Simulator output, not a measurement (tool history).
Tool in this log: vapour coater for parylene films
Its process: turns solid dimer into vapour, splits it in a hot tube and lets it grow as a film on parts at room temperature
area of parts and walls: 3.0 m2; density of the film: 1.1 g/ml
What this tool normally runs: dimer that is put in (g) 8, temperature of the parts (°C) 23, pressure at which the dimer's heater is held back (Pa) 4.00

run   hour  dimer that is put in (g)  temperature of the parts (°C)  pressure at which the dimer's heater is held back (Pa)  thickness of the film (µm)
  1    0.0                         8                             23                                                    4.00                       1.342
  2   10.5                        11                             23                                                    4.00                       1.846
  3   25.6                        11                             23                                                    4.00                       1.838
  4   38.7                         8                             23                                                    4.00                       1.341
  5   50.1                         8                             32                                                    4.00                       1.102
  6   64.5                         8                             32                                                    4.00                       1.097
  7   72.9                         8                             34                                                    4.00                       1.041
  8   86.4                         8                             34                                                    4.00                       1.044
  9   97.1                         8                             34                                                    4.00                       1.032
 10  107.7                         8                             34                                                    4.00                       1.040
 11  124.1                         5                             23                                                    4.00                       0.829
 12  140.3                         5                             23                                                    4.00                       0.823
 13  150.7                         5                             23                                                    4.00                       0.820
 14  157.8                         8                             23                                                    4.00                       1.304
 15  169.8                         8                             23                                                    4.00                       1.304
     176.3  -- trap's valve overhauled
 16  187.6                         8                             23                                                    2.58                       1.525
 17  202.4                         8                             23                                                    2.58                       1.515
 18  218.4                         8                             23                                                    2.58                       1.522
 19  229.0                         8                             23                                                    2.58                       1.516
 20  238.5                         8                             23                                                    2.58                       1.501
 21  254.8                         8                             23                                                    2.58                       1.507
 22  270.1                         8                             34                                                    4.00                       1.093
 23  285.9                         9                             26                                                   10.62                       1.220
 24  297.8                         9                             26                                                   10.62                       1.220
 25  313.1                        12                             26                                                    3.11                       2.022
 26  328.7                         3                             23                                                    2.32                       0.571
 27  340.3                         8                             21                                                    2.32                       1.565
 28  356.1                         8                             16                                                    4.61                       1.539
 29  371.2                         8                             32                                                    3.71                       1.129
 30  386.7                         7                             23                                                   10.45                       0.993
 31  399.7                         8                             20                                                    4.86                       1.380
 32  414.4                         8                             20                                                    4.86                       1.392
 33  421.9                         4                             17                                                    9.31                       0.649
 34  433.9                         5                             18                                                    2.82                       0.990
 35  442.0                         5                             18                                                    2.82                       1.000
 36  456.1                         8                             22                                                    4.00                       1.363
     467.2  -- table's thermometer calibrated
 37  468.2                         8                             34                                                    4.00                       1.059
 38  481.5                         3                             23                                                    7.17                       0.450
 39  490.1                         3                             23                                                   10.67                       0.417
 40  506.4                         5                             30                                                    3.09                       0.751
 41  517.2                         5                             30                                                    3.09                       0.747

3 ways to go on from here, each from the tool as it stands after run 41. What would each give?
  A  531.0                        10                             22                                                    6.07                           ?
  B  531.0                        13                             21                                                    5.38                           ?
  C  531.0                         7                             30                                                   11.37                           ?

run  thickness of the film (µm)
  A                       1.570
  B                       2.122
  C                       0.822
Without the tool's unlogged condition, the same runs would have read:
run  thickness of the film (µm)
  A                       1.682
  B                       2.274
  C                       0.880
